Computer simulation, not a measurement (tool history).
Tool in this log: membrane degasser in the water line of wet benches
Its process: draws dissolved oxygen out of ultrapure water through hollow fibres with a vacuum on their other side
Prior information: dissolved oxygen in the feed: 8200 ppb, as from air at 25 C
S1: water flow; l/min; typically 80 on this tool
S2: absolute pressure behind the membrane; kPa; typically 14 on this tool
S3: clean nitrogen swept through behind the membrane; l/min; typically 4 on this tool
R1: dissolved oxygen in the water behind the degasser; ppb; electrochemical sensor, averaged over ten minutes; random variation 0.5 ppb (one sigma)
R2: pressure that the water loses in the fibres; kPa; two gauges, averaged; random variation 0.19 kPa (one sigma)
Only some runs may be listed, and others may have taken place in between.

Run 1, day 0: usual settings. Result: R1 462.5 ppb, R2 48.4 kPa.
Run 2, day 2.179: usual settings. Result: R1 462.2 ppb, R2 48.43 kPa.
Run 3, day 4.267: usual settings but S3 10.96 l/min. Result: R1 190.6 ppb, R2 48.35 kPa.
Run 4, day 5.888: usual settings but S3 10.96 l/min. Result: R1 190.6 ppb, R2 48.61 kPa.
Run 5, day 7.021: usual settings but S3 10.96 l/min. Result: R1 190.5 ppb, R2 48.68 kPa.
Run 6, day 9.442: usual settings but S3 10.96 l/min. Result: R1 190.6 ppb, R2 48.59 kPa.
Run 7, day 11.146: usual settings but S3 10.96 l/min. Result: R1 190.8 ppb, R2 48.53 kPa.
Run 8, day 12.212: usual settings but S3 10.96 l/min. Result: R1 190.9 ppb, R2 48.65 kPa.
Run 9, day 13.346: usual settings but S3 10.96 l/min. Result: R1 190.5 ppb, R2 48.6 kPa.
Run 10, day 14.421: usual settings but S3 10.96 l/min. Result: R1 190.5 ppb, R2 48.99 kPa.
Run 11, day 15.592: usual settings. Result: R1 464.8 ppb, R2 48.51 kPa.
Run 12, day 16.633: usual settings. Result: R1 462.7 ppb, R2 48.88 kPa.
Run 13, day 18.117: usual settings. Result: R1 463.7 ppb, R2 49.04 kPa.
Run 14, day 20.388: usual settings. Result: R1 464.1 ppb, R2 48.5 kPa.
Run 15, day 22.125: usual settings but S1 107 l/min. Result: R1 602.3 ppb, R2 65.58 kPa.
Run 16, day 23.425: usual settings but S1 107 l/min. Result: R1 601.6 ppb, R2 65.01 kPa.
Run 17, day 25.825: usual settings but S1 88 l/min, S2 18.2 kPa, S3 11.99 l/min. Result: R1 265.1 ppb, R2 53.73 kPa.
Run 18, day 27.171: usual settings but S1 55 l/min, S3 3.15 l/min. Result: R1 409.5 ppb, R2 33.45 kPa.
Run 19, day 29.575: usual settings but S1 55 l/min, S3 3.15 l/min. Result: R1 409.4 ppb, R2 33.16 kPa.
Run 20, day 31.317: usual settings but S1 89 l/min, S2 24.2 kPa, S3 4.07 l/min. Result: R1 921.6 ppb, R2 54.33 kPa.
Run 21, day 33.075: usual settings but S1 89 l/min, S2 24.2 kPa, S3 4.07 l/min. Result: R1 921.5 ppb, R2 54.77 kPa.
Run 22, day 35.417: usual settings but S1 82 l/min, S2 14.8 kPa, S3 10.45 l/min. Result: R1 219.2 ppb, R2 50.11 kPa.
At day 35.588: vacuum gauge calibrated.
Run 23, day 36.442: usual settings but S1 55 l/min, S2 34 kPa, S3 10.75 l/min. Result: R1 370.1 ppb, R2 33.51 kPa.
Run 24, day 38.621: usual settings but S1 55 l/min, S2 34 kPa, S3 10.75 l/min. Result: R1 370.1 ppb, R2 33.61 kPa.
Run 25, day 41.012: usual settings but S1 55 l/min, S2 34 kPa, S3 10.75 l/min. Result: R1 369.6 ppb, R2 33.76 kPa.
At day 41.704: vacuum gauge calibrated, once more.
Run 26, day 42.612: usual settings but S1 63 l/min, S2 18.6 kPa, S3 11.42 l/min. Result: R1 204.1 ppb, R2 38.55 kPa.
Run 27, day 45.008: usual settings but S1 63 l/min, S2 18.6 kPa, S3 11.42 l/min. Result: R1 203.7 ppb, R2 38.61 kPa.
Run 28, day 46.771: usual settings but S1 65 l/min, S2 23.6 kPa, S3 2.63 l/min. Result: R1 985.5 ppb, R2 39.61 kPa.
Run 29, day 48.271: usual settings but S1 65 l/min, S2 23.6 kPa, S3 2.63 l/min. Result: R1 986 ppb, R2 39.83 kPa.
Run 30, day 49.954: usual settings but S1 52 l/min, S2 23.6 kPa, S3 2.63 l/min. Result: R1 824.4 ppb, R2 31.66 kPa.
Run 31, day 52.2: usual settings but S1 52 l/min, S2 11.8 kPa, S3 2.24 l/min. Result: R1 420.8 ppb, R2 31.68 kPa.

Consider 3 possible next runs. They are alternatives, not a sequence: every one starts from the tool as it was left by run 31. What does each give?
Run A, day 53.342: usual settings but S1 128 l/min, S2 21 kPa, S3 4.5 l/min. Result: R1 ?, R2 ?.
Run B, day 53.342: usual settings but S1 105 l/min, S3 2.9 l/min. Result: R1 ?, R2 ?.
Run C, day 53.342: usual settings but S1 49 l/min, S2 31.7 kPa, S3 7.37 l/min. Result: R1 ?, R2 ?.

run      R1     R2
  A  1005.5  77.71
  B   757.6  64.12
  C   436.7  29.96
Stripped of hidden state, with their random variation kept, the same runs would have yielded:
run      R1     R2
  A  1002.1  77.32
  B   754.6   63.8
  C   433.6  29.81
